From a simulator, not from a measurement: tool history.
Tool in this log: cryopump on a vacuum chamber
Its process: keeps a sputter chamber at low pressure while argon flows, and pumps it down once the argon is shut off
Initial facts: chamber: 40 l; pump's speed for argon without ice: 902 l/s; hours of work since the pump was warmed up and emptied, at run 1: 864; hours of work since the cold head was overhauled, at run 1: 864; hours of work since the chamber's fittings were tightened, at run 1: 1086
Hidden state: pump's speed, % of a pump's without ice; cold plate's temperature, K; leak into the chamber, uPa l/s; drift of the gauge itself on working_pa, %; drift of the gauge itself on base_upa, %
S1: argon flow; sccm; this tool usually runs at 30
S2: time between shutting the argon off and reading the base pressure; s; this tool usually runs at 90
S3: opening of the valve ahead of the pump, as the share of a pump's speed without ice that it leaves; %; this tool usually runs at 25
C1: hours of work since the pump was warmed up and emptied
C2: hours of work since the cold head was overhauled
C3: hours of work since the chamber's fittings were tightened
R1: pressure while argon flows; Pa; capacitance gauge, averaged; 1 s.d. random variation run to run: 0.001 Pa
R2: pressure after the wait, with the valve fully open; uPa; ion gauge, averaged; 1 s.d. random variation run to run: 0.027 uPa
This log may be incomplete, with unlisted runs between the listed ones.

run	hour	S1	S2	S3	C1	C2	C3	R1	R2
1	0.0	30	90	25	864	864	1086	0.2506	2.76
# hour 28.3: pump warmed up, emptied and cooled again
2	36.5	30	90	25	7	889	1111	0.2268	2.23
3	68.4	30	90	25	32	914	1137	0.2257	2.31
4	100.3	30	63	25	57	940	1162	0.2277	2.69
5	123.2	30	63	25	75	958	1180	0.2267	2.67
6	141.5	30	63	25	90	972	1194	0.2288	2.71
7	163.9	26	63	25	107	990	1212	0.1988	2.72
8	195.2	30	90	25	132	1015	1237	0.2288	2.42
9	210.6	30	90	25	144	1027	1249	0.2281	2.43
10	237.8	45	36	17	166	1049	1271	0.5013	3.66
11	260.4	14	36	21	184	1066	1289	0.1266	3.83
12	293.9	14	36	21	210	1093	1315	0.1270	3.82
13	320.1	14	36	21	231	1114	1336	0.1289	3.75
14	340.6	24	25	47	247	1130	1352	0.1011	4.69
15	365.1	12	90	25	267	1149	1372	0.0931	2.62
16	380.4	16	168	20	279	1162	1384	0.1540	2.31
17	414.5	43	168	16	306	1189	1411	0.5137	2.36
18	442.0	59	248	19	328	1210	1433	0.5992	2.18

Alternative continuations, all from the tool just after run 18; predict every row:
A	462.6	53	215	29	344	1227	1449	?	?
B	462.6	30	90	36	344	1227	1449	?	?
C	462.6	24	64	58	344	1227	1449	?	?
D	462.6	19	248	41	344	1227	1449	?	?

run	R1	R2
A	0.3565	2.27
B	0.1659	2.74
C	0.0853	3.06
D	0.0931	2.23
Without the tool's hidden state the same runs would have given:
run	R1	R2
A	0.3405	0.69
B	0.1568	1.18
C	0.0780	1.50
D	0.0874	0.65

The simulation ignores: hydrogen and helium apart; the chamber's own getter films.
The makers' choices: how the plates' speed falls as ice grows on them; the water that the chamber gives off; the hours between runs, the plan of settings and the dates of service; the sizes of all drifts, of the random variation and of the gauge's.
